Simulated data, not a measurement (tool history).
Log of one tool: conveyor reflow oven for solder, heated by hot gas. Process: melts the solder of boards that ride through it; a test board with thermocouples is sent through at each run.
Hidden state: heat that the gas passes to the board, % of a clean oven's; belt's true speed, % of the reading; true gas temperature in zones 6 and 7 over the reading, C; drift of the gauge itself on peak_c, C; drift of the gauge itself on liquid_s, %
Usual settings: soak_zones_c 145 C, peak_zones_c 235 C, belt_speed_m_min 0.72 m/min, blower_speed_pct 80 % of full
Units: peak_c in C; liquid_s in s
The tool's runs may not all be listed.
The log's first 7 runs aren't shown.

| run | hour | soak_zones_c | peak_zones_c | belt_speed_m_min | blower_speed_pct | hours of work since the flux was cleaned out | hours of work since the belt drive was overhauled | hours of work since the thermocouples were changed | peak_c | liquid_s |
|---|---|---|---|---|---|---|---|---|---|---|
| 8 | 141.3 | 145 | 235 | 0.595 | 80 | 209 | 528 | 894 | 228.1 | 72 |
| 9 | 153.1 | 145 | 235 | 0.848 | 80 | 218 | 537 | 902 | 219.8 | 45.7 |
| 10 | 177.7 | 145 | 235 | 0.848 | 80 | 235 | 555 | 920 | 219.9 | 45.7 |
| 11 | 201.1 | 145 | 235 | 0.72 | 61 | 252 | 571 | 937 | 220.5 | 54.5 |
| 12 | 230.4 | 145 | 235 | 0.832 | 80 | 273 | 593 | 958 | 220.3 | 47 |
| 13 | 249.4 | 145 | 235 | 0.832 | 80 | 287 | 606 | 972 | 220.1 | 47 |
|  | 256.1 | flux residue cleaned out of gas plates and filters |
| 14 | 273.8 | 145 | 235 | 0.832 | 80 | 13 | 620 | 986 | 220.1 | 47.2 |
| 15 | 289.9 | 145 | 235 | 0.832 | 80 | 24 | 632 | 997 | 220.9 | 47 |
| 16 | 306.5 | 136 | 235 | 0.795 | 80 | 36 | 644 | 1009 | 220.1 | 46.9 |
| 17 | 331.6 | 136 | 235 | 0.795 | 80 | 55 | 662 | 1028 | 220.3 | 46.8 |
| 18 | 361.1 | 136 | 235 | 0.795 | 80 | 76 | 683 | 1049 | 220.5 | 46.7 |
| 19 | 388.2 | 131 | 235 | 0.72 | 80 | 95 | 703 | 1068 | 222.8 | 52.2 |

The next listed run, before its measurement:
| 20 | 408.9 | 131 | 235 | 0.72 | 80 | 110 | 718 | 1083 | ? | ? |

peak_c: 222.9 C
liquid_s: 52.2 s
Without the tool's hidden state the same run would have given peak_c 223 C, liquid_s 52.2 s.

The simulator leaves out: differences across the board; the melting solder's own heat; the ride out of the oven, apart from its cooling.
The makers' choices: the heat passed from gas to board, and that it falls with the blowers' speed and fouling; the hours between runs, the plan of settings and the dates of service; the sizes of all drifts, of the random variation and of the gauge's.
